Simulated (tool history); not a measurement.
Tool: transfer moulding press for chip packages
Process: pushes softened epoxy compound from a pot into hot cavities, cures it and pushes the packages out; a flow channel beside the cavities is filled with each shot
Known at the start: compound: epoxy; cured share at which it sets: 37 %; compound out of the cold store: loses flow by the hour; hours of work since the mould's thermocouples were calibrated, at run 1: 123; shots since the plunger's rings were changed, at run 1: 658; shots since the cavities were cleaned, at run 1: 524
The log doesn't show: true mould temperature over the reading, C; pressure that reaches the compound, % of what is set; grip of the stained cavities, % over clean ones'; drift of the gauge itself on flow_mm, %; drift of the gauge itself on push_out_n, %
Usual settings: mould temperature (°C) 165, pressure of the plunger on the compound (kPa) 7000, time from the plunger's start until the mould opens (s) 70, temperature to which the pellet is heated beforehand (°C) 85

| run | hour | mould temperature (°C) | pressure of the plunger on the compound (kPa) | time from the plunger's start until the mould opens (s) | temperature to which the pellet is heated beforehand (°C) | hours of work since the mould's thermocouples were calibrated | shots since the plunger's rings were changed | shots since the cavities were cleaned | incoming compound's hours out of the cold store | length that the compound runs in the flow channel (mm) | greatest force on the pins that push the packages out (N) |
|---|---|---|---|---|---|---|---|---|---|---|---|
| 1 | 0.0 | 165 | 7000 | 70 | 85 | 123 | 658 | 524 | 39.5 | 753 | 514 |
|  | 4.2 | cavities cleaned with cleaning compound and waxed |
| 2 | 30.0 | 165 | 7000 | 70 | 88 | 136 | 938 | 254 | 42.8 | 748 | 489 |
| 3 | 53.7 | 165 | 7000 | 70 | 88 | 147 | 1171 | 487 | 30.4 | 772 | 511 |
|  | 60.6 | cavities cleaned with cleaning compound and waxed |
| 4 | 83.7 | 165 | 7000 | 70 | 88 | 160 | 1451 | 227 | 32.0 | 768 | 496 |
| 5 | 114.5 | 165 | 7000 | 70 | 88 | 174 | 1755 | 531 | 38.8 | 754 | 496 |
|  | 117.9 | cavities cleaned with cleaning compound and waxed |
| 6 | 138.5 | 165 | 7420 | 70 | 85 | 184 | 1975 | 202 | 30.8 | 795 | 524 |
|  | 175.3 | cavities cleaned with cleaning compound and waxed |
| 7 | 183.3 | 165 | 7000 | 70 | 81 | 204 | 2401 | 79 | 10.4 | 817 | 544 |
| 8 | 218.1 | 165 | 5330 | 70 | 85 | 220 | 2744 | 422 | 27.3 | 678 | 520 |
|  | 228.3 | plunger's sealing rings changed |
|  | 235.5 | cavities cleaned with cleaning compound and waxed |
| 9 | 241.7 | 161 | 5330 | 70 | 85 | 229 | 116 | 61 | 15.1 | 715 | 722 |
| 10 | 286.2 | 161 | 5330 | 70 | 85 | 249 | 554 | 499 | 42.4 | 665 | 692 |
|  | 294.8 | cavities cleaned with cleaning compound and waxed |
| 11 | 310.4 | 172 | 5330 | 70 | 85 | 259 | 777 | 153 | 15.1 | 683 | 334 |
| 12 | 343.4 | 172 | 5330 | 70 | 85 | 274 | 1102 | 478 | 16.8 | 681 | 343 |
|  | 350.9 | cavities cleaned with cleaning compound and waxed |
| 13 | 380.1 | 172 | 5330 | 70 | 85 | 290 | 1447 | 286 | 23.8 | 660 | 349 |
| 14 | 398.3 | 165 | 7000 | 70 | 85 | 298 | 1627 | 466 | 17.0 | 800 | 562 |
|  | 410.1 | cavities cleaned with cleaning compound and waxed |
| 15 | 418.1 | 165 | 7000 | 70 | 85 | 307 | 1806 | 77 | 23.2 | 794 | 536 |
| 16 | 447.3 | 166 | 7780 | 70 | 85 | 320 | 2094 | 365 | 11.9 | 841 | 510 |
|  | 467.5 | cavities cleaned with cleaning compound and waxed |
| 17 | 488.3 | 166 | 7280 | 99 | 85 | 338 | 2483 | 205 | 39.7 | 762 | 298 |
|  | 522.1 | plunger's sealing rings changed |
|  | 529.8 | cavities cleaned with cleaning compound and waxed |
| 18 | 530.0 | 166 | 7000 | 56 | 85 | 355 | 62 | 2 | 11.9 | 811 | 936 |
| 19 | 550.6 | 165 | 7000 | 70 | 91 | 364 | 265 | 205 | 13.6 | 803 | 517 |
|  | 588.5 | cavities cleaned with cleaning compound and waxed |
| 20 | 597.2 | 160 | 7000 | 65 | 85 | 385 | 708 | 86 | 44.5 | 761 | 865 |
| 21 | 622.4 | 167 | 7000 | 75 | 91 | 396 | 956 | 334 | 35.0 | 754 | 370 |
|  | 648.0 | cavities cleaned with cleaning compound and waxed |
| 22 | 657.5 | 161 | 8490 | 108 | 85 | 412 | 1287 | 94 | 10.8 | 911 | 309 |
| 23 | 688.2 | 166 | 7070 | 73 | 79 | 426 | 1588 | 395 | 41.3 | 753 | 432 |
|  | 705.7 | cavities cleaned with cleaning compound and waxed |
| 24 | 728.8 | 166 | 7070 | 76 | 94 | 443 | 1973 | 227 | 15.3 | 803 | 400 |
|  | 764.3 | cavities cleaned with cleaning compound and waxed |
| 25 | 772.4 | 166 | 7070 | 76 | 94 | 462 | 2387 | 79 | 11.2 | 811 | 383 |
| 26 | 802.7 | 165 | 7000 | 110 | 84 | 476 | 2684 | 376 | 9.9 | 815 | 297 |
|  | 816.3 | plunger's sealing rings changed |
|  | 823.0 | cavities cleaned with cleaning compound and waxed |
| 27 | 827.2 | 170 | 5360 | 56 | 78 | 486 | 92 | 41 | 8.4 | 695 | 764 |

Forecast each of these 4 alternatives for the next run:
| A | 868.2 | 165 | 7360 | 70 | 93 | 504 | 496 | 445 | 37.0 | ? | ? |
| B | 868.2 | 169 | 7000 | 70 | 79 | 504 | 496 | 445 | 38.5 | ? | ? |
| C | 868.2 | 164 | 8480 | 70 | 85 | 504 | 496 | 445 | 17.6 | ? | ? |
| D | 868.2 | 170 | 5360 | 56 | 78 | 504 | 496 | 445 | 46.4 | ? | ? |

| run | length that the compound runs in the flow channel (mm) | greatest force on the pins that push the packages out (N) |
|---|---|---|
| A | 768 | 497 |
| B | 749 | 416 |
| C | 881 | 582 |
| D | 634 | 682 |
Without the tool's hidden state the same runs would have given:
| run | length that the compound runs in the flow channel (mm) | greatest force on the pins that push the packages out (N) |
|---|---|---|
| A | 768 | 494 |
| B | 749 | 414 |
| C | 881 | 578 |
| D | 634 | 678 |
